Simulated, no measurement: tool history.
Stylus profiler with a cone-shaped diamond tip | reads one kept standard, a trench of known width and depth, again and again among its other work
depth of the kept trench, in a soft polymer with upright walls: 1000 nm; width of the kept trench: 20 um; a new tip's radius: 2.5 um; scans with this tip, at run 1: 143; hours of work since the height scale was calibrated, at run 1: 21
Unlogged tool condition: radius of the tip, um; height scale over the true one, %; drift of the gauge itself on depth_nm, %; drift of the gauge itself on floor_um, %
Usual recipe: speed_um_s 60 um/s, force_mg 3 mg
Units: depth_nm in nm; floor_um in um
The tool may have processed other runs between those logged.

run	hour	speed_um_s	force_mg	scans with this tip	hours of work since the height scale was calibrated	depth_nm	floor_um
1	0	60	3	143	21	1011.84	15.89
2	99.9	60	3	520	76	1011.5	15.91
3	197.4	60	3	888	130	1011.8	15.85
4	245.1	36	3	1068	156	1012.01	15.93
5	340.9	36	3	1429	209	1011.93	15.94
6	388.8	51	3	1610	236	1012.11	15.84
7	455.1	60	3	1861	272	1012.63	15.85
8	562.8	60	3	2267	332	1011.77	15.89
9	608.2	60	3	2438	357	1012.25	15.91
10	666.6	60	3	2659	389	1011.69	15.96
11	760.7	60	3	3014	441	1011.77	15.91
12	845.6	60	3	3334	488	1011.69	15.88
13	901.2	60	3	3545	519	1011.81	15.94
14	986.2	60	1.75	3865	566	1008.28	15.82
15	1089.1	60	1.75	4254	623	1007.74	15.86
16	1138.3	60	3	4439	650	1012.03	15.9
17	1188.5	19	1.19	4629	678	1006.53	15.95
18	1291.1	19	1.19	5016	735	1006.29	15.91
19	1360.5	128	1.51	5278	773	1007.72	15.63
20	1445.3	204	8.36	5598	820	1023.55	15.76
21	1524	74	6.77	5895	863	1020.98	15.9
22	1626.4	60	2.78	6282	920	1011.5	15.95
23	1732.1	144	1.69	6681	978	1008.04	15.59

Forecast run 24:
24	1780.5	37	7.08	6863	1005	?	?

depth_nm: 1021.13 nm
floor_um: 15.95 um
The same run, on a tool lacking any hidden state, would have yielded depth_nm 1021.14 nm, floor_um 15.96 um.

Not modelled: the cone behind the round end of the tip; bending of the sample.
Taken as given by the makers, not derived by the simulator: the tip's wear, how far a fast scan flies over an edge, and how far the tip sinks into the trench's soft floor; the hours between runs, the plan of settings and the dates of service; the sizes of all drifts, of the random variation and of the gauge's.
